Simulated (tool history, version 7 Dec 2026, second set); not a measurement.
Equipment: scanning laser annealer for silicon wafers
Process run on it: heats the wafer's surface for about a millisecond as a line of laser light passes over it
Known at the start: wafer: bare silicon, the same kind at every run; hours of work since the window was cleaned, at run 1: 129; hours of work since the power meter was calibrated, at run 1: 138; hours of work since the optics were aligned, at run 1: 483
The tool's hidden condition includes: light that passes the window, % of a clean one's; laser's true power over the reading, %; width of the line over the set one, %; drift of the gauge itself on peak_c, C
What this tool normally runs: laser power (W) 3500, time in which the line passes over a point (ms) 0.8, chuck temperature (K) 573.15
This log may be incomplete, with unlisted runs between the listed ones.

run   hour  laser power (W)  time in which the line passes over a point (ms)  chuck temperature (K)  hours of work since the window was cleaned  hours of work since the power meter was calibrated  hours of work since the optics were aligned  highest temperature of the surface (K)
  1      0             3500                                              0.8                 573.15                                         129                                                 138                                          483                                 1376.15
  2    5.7             3500                                              0.8                 541.15                                         132                                                 142                                          487                                 1342.15
  3   11.9             3500                                              0.8                 541.15                                         137                                                 146                                          491                                 1344.15
  4   19.8             3500                                            0.737                 573.15                                         142                                                 151                                          496                                 1343.15
  5   28.6             3500                                              0.8                 573.15                                         148                                                 157                                          502                                 1375.15
  6   36.7             3500                                              0.8                 573.15                                         153                                                 163                                          508                                 1374.15
  7   43.8             3500                                              0.8                 570.15                                         158                                                 167                                          513                                 1372.15
  8   52.4             3500                                              0.8                 570.15                                         164                                                 173                                          518                                 1372.15
  9   60.9             3500                                              0.8                 603.15                                         170                                                 179                                          524                                 1406.15
 10   66.6             3500                                            0.584                 603.15                                         174                                                 183                                          528                                 1294.15
 11   70.6             3500                                            0.584                 603.15                                         176                                                 186                                          531                                 1291.15
 12   77.7             3500                                              0.8                 579.15                                         181                                                 190                                          535                                 1376.15
 13     87             3500                                              0.8                 547.15                                         187                                                 197                                          542                                 1349.15
 14   92.3             3500                                              0.8                 547.15                                         191                                                 200                                          545                                 1349.15
 15   98.3             3089                                              0.8                 547.15                                         195                                                 204                                          549                                 1258.15
 16  106.2             3089                                            0.847                 547.15                                         200                                                 210                                          555                                 1277.15
 17  114.9             3816                                            0.847                 547.15                                         206                                                 215                                          561                                 1436.15
 18    123             3816                                            0.847                 547.15                                         212                                                 221                                          566                                 1433.15
 19  127.3             3561                                            0.751                 547.15                                         215                                                 224                                          569                                 1333.15
 20  132.9             3561                                            0.751                 547.15                                         218                                                 228                                          573                                 1336.15
 21  139.5             3561                                            0.751                 547.15                                         223                                                 232                                          577                                 1330.15
 22  147.7             3441                                             0.86                 573.15                                         228                                                 238                                          583                                 1387.15
 23  156.2             3405                                              0.8                 560.15                                         234                                                 243                                          588                                 1336.15
 24  161.3             3405                                              0.8                 560.15                                         237                                                 247                                          592                                 1337.15
 25    166             3500                                              0.8                 573.15                                         241                                                 250                                          595                                 1370.15
 26  171.6             3140                                            0.881                 573.15                                         244                                                 254                                          599                                 1331.15
 27  178.9             3140                                            0.881                 573.15                                         249                                                 259                                          604                                 1326.15
 28  182.9             3140                                            0.881                 573.15                                         252                                                 261                                          606                                 1324.15
 29  191.6             3523                                            0.881                 573.15                                         258                                                 267                                          612                                 1411.15
 30    199             3363                                            0.775                 558.15                                         263                                                 272                                          617                                 1311.15
 31    203             3727                                            0.702                 591.15                                         266                                                 275                                          620                                 1383.15
 32  210.9             3727                                            0.702                 591.15                                         271                                                 280                                          625                                 1381.15

5 ways to go on from here, each from the tool as it stands after run 32. What would each give?
  A  219.7             3759                                              0.8                 573.15                                         277                                                 286                                          631                                       ?
  B  219.7             3727                                            0.592                 556.15                                         277                                                 286                                          631                                       ?
  C  219.7             3727                                            0.618                 589.15                                         277                                                 286                                          631                                       ?
  D  219.7             3727                                            0.702                 544.15                                         277                                                 286                                          631                                       ?
  E  219.7             3056                                              0.8                 601.15                                         277                                                 286                                          631                                       ?

run  highest temperature of the surface (K)
  A                                 1424.15
  B                                 1286.15
  C                                 1333.15
  D                                 1332.15
  E                                 1301.15
What these runs would have given with no unlogged condition in the tool:
run  highest temperature of the surface (K)
  A                                 1443.15
  B                                 1301.15
  C                                 1349.15
  D                                 1350.15
  E                                 1316.15

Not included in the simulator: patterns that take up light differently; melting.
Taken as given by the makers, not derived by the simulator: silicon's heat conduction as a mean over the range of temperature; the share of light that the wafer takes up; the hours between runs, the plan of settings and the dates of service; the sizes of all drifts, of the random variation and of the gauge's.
